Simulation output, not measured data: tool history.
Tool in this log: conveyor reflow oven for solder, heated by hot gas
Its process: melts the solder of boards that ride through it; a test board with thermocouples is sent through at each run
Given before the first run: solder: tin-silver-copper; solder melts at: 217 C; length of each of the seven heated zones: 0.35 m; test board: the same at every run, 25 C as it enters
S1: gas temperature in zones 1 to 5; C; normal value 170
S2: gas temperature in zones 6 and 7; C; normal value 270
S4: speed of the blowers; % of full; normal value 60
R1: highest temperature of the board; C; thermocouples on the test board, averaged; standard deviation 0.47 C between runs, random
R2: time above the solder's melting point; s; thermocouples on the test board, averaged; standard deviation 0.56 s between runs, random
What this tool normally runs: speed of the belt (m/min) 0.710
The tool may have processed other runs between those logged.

Run 1, hour 0.0: usual settings. Result: R1 252.8 C, R2 44.5 s.
Run 2, hour 5.8: usual settings. Result: R1 253.3 C, R2 43.5 s.
Run 3, hour 12.5: usual settings. Result: R1 253.8 C, R2 44.3 s.
Run 4, hour 21.2: usual settings. Result: R1 253.3 C, R2 43.5 s.
Run 5, hour 33.0: usual settings. Result: R1 253.4 C, R2 44.0 s.
Run 6, hour 37.8: usual settings. Result: R1 253.2 C, R2 44.4 s.
Run 7, hour 44.8: usual settings but speed of the belt (m/min) 0.687. Result: R1 254.6 C, R2 46.0 s.
Run 8, hour 53.8: usual settings but speed of the belt (m/min) 0.687. Result: R1 254.3 C, R2 46.0 s.
Run 9, hour 62.7: usual settings but S1 166 C, S2 266 C, speed of the belt (m/min) 0.663, S4 54 % of full. Result: R1 249.2 C, R2 43.5 s.
Run 10, hour 69.9: usual settings but S1 166 C, S2 266 C, speed of the belt (m/min) 0.663, S4 54 % of full. Result: R1 250.3 C, R2 43.2 s.
Run 11, hour 75.0: usual settings but speed of the belt (m/min) 0.825, S4 82 % of full. Result: R1 251.1 C, R2 37.4 s.
Run 12, hour 85.1: usual settings but S1 164 C, speed of the belt (m/min) 0.593, S4 69 % of full. Result: R1 259.3 C, R2 54.6 s.
Run 13, hour 96.2: usual settings but S1 175 C, S4 76 % of full. Result: R1 256.1 C, R2 46.8 s.

Here are 3 independent what-if runs from the current tool condition. What would each one return?
Run A, hour 103.6: usual settings but S1 160 C, S2 266 C, speed of the belt (m/min) 0.682, S4 76 % of full. Result: R1 ?, R2 ?.
Run B, hour 103.6: usual settings but S1 175 C, speed of the belt (m/min) 0.641, S4 62 % of full. Result: R1 ?, R2 ?.
Run C, hour 103.6: usual settings but S1 179 C, S2 278 C, S4 76 % of full. Result: R1 ?, R2 ?.

run     R1    R2
  A  252.0  44.3
  B  257.7  53.6
  C  263.8  51.5
The same runs, with their run-to-run variation unchanged, on a tool lacking any hidden condition would have given:
run     R1    R2
  A  251.8  44.0
  B  257.3  53.1
  C  263.5  51.1

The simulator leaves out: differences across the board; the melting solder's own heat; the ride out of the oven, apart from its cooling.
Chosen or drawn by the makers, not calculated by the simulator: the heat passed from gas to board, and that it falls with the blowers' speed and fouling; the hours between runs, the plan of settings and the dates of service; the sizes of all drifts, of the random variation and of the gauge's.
